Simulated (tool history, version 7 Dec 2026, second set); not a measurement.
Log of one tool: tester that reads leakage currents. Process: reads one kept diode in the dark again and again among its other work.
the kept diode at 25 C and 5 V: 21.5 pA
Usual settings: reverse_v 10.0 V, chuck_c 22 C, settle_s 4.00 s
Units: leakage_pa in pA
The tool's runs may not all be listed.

| run | day | reverse_v | chuck_c | settle_s | leakage_pa |
|---|---|---|---|---|---|
| 1 | 0.000 | 10.0 | 22 | 4.00 | 40.09 |
| 2 | 1.150 | 10.0 | 22 | 4.00 | 39.80 |
| 3 | 2.925 | 10.0 | 22 | 4.00 | 40.14 |
| 4 | 3.942 | 10.0 | 22 | 4.00 | 40.23 |
| 5 | 4.733 | 10.0 | 22 | 4.00 | 40.31 |
| 6 | 6.262 | 10.0 | 22 | 4.00 | 40.36 |
| 7 | 7.667 | 10.0 | 22 | 4.00 | 40.52 |
| 8 | 8.867 | 10.0 | 22 | 4.00 | 40.39 |
| 9 | 9.929 | 10.0 | 22 | 4.00 | 40.65 |
| 10 | 10.742 | 10.0 | 22 | 1.02 | 41.75 |
| 11 | 12.188 | 10.0 | 22 | 1.02 | 41.67 |
| 12 | 13.567 | 10.0 | 22 | 1.02 | 41.68 |
| 13 | 14.629 | 10.0 | 22 | 1.02 | 41.87 |
| 14 | 16.142 | 10.0 | 22 | 1.98 | 41.25 |
| 15 | 17.788 | 10.0 | 22 | 3.52 | 41.17 |
| 16 | 18.975 | 10.0 | 22 | 4.00 | 41.16 |
| 17 | 20.283 | 1.4 | 22 | 4.00 | 10.84 |
| 18 | 22.050 | 1.4 | 22 | 4.00 | 10.74 |
| 19 | 23.688 | 1.4 | 22 | 4.00 | 10.92 |
| 20 | 25.396 | 1.4 | 22 | 4.00 | 10.90 |
| 21 | 26.846 | 10.0 | 22 | 0.36 | 44.80 |
| 22 | 28.054 | 3.0 | 21 | 0.36 | 18.14 |
|  | 28.954 | probe card cleaned and baked |
| 23 | 29.062 | 3.0 | 21 | 0.36 | 14.09 |
| 24 | 30.138 | 3.0 | 21 | 0.36 | 14.19 |
| 25 | 31.704 | 3.0 | 21 | 0.36 | 14.14 |
| 26 | 32.454 | 3.0 | 21 | 0.36 | 14.12 |
| 27 | 33.812 | 3.0 | 21 | 0.36 | 14.31 |
| 28 | 34.983 | 3.0 | 21 | 0.36 | 14.40 |
| 29 | 36.329 | 2.0 | 36 | 5.06 | 34.40 |
| 30 | 37.062 | 2.0 | 36 | 5.06 | 34.34 |
| 31 | 38.492 | 1.2 | 22 | 2.30 | 8.50 |
|  | 39.888 | chuck's temperature calibrated |
| 32 | 39.888 | 6.9 | 32 | 1.10 | 46.38 |
| 33 | 41.212 | 6.9 | 32 | 1.10 | 46.80 |
| 34 | 43.033 | 6.9 | 32 | 1.10 | 46.78 |

Run 35 comes next. What will it give?
| 35 | 44.396 | 6.9 | 32 | 1.10 | ? |

{"run 35": {"leakage_pa": 47.02}}
Without the tool's hidden state the same run would have given leakage_pa 46.42 pA.
